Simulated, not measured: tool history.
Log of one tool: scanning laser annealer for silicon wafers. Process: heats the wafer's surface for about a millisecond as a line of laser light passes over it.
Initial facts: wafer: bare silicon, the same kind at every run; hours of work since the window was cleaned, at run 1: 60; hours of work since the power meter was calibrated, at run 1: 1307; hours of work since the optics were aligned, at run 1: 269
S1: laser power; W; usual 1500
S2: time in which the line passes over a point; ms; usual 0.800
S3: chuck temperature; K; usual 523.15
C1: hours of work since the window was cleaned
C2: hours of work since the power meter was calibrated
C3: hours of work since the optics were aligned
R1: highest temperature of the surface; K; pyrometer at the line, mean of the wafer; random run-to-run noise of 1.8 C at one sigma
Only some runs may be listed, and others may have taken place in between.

run,hour,S1,S2,S3,C1,C2,C3,R1
1,0.0,1500,0.800,523.15,60,1307,269,1284.15
2,74.6,1500,0.800,523.15,105,1352,314,1275.15
3,121.8,1500,0.800,523.15,133,1380,342,1272.15
4,163.0,1500,0.800,523.15,158,1405,367,1270.15
5,205.7,1500,0.800,556.15,183,1430,393,1302.15
6,241.1,1527,0.800,523.15,205,1452,414,1278.15
7,312.7,1500,0.800,523.15,248,1495,457,1259.15
8,350.3,1500,0.800,523.15,270,1517,480,1256.15
9,380.8,1500,0.800,523.15,289,1536,498,1254.15
10,451.1,1500,0.800,523.15,331,1578,540,1251.15
11,515.4,1500,0.964,523.15,370,1617,579,1307.15
# hour 523.2: window over the wafer cleaned
12,591.0,1500,0.964,523.15,41,1661,623,1338.15
13,645.3,1500,0.833,523.15,73,1694,656,1280.15
14,678.9,1500,0.833,523.15,94,1714,676,1280.15
15,724.2,1500,0.833,523.15,121,1741,703,1276.15
16,795.6,1500,0.800,523.15,164,1784,746,1263.15
17,832.6,1500,0.933,523.15,186,1806,769,1307.15
18,880.7,1500,0.933,523.15,215,1835,798,1303.15
19,932.5,1500,0.933,523.15,246,1866,829,1300.15
20,1006.8,1500,0.933,528.15,291,1911,873,1300.15
21,1077.6,1500,0.791,513.15,333,1954,916,1228.15
22,1138.3,1393,0.678,530.15,370,1990,953,1146.15
# hour 1145.4: window over the wafer cleaned
# hour 1155.7: optics aligned, line set to its width
23,1181.7,1393,0.678,530.15,19,2012,16,1190.15
24,1231.8,1599,0.571,523.15,49,2042,46,1233.15
25,1305.0,1337,0.722,542.15,93,2086,90,1183.15
26,1345.0,1509,0.987,523.15,117,2110,114,1353.15
27,1416.6,1509,0.987,523.15,160,2153,157,1353.15
28,1486.9,1556,0.800,514.15,202,2196,199,1292.15
29,1561.9,1360,0.800,514.15,247,2241,244,1182.15
30,1604.9,1360,0.800,514.15,273,2267,270,1178.15
31,1661.9,1360,0.800,514.15,308,2301,304,1177.15
32,1726.0,1349,0.745,541.15,346,2339,343,1176.15
# hour 1770.4: window over the wafer cleaned
33,1784.1,1349,0.745,541.15,8,2373,377,1198.15
34,1852.6,1299,0.623,547.15,49,2414,418,1126.15
35,1922.5,1605,0.800,546.15,91,2456,460,1356.15
36,1974.2,1605,0.800,546.15,123,2487,491,1348.15
37,2014.9,1605,0.800,546.15,147,2512,516,1347.15
38,2058.9,1605,0.585,490.15,173,2538,542,1187.15
39,2115.7,1318,0.563,523.15,208,2573,576,1077.15
40,2181.7,1603,0.955,546.15,247,2612,616,1396.15

Measured minus without-hidden-state, run by run (identical run-to-run variation in each term; gauge scatter may differ):
Hidden state present: light that passes the window, % of a clean one's; laser's true power over the reading, %; width of the line over the set one, %; drift of the gauge itself on peak_c, C.
run,R1
1,-9.00
2,-14.00
3,-17.00
4,-20.00
5,-22.00
6,-26.00
7,-30.00
8,-32.00
9,-35.00
10,-39.00
11,-47.00
12,-17.00
13,-19.00
14,-23.00
15,-25.00
16,-30.00
17,-34.00
18,-38.00
19,-41.00
20,-46.00
21,-48.00
22,-45.00
23,+0.00
24,-4.00
25,-7.00
26,-12.00
27,-18.00
28,-22.00
29,-23.00
30,-27.00
31,-29.00
32,-32.00
33,-7.00
34,-9.00
35,-18.00
36,-21.00
37,-25.00
38,-23.00
39,-21.00
40,-39.00
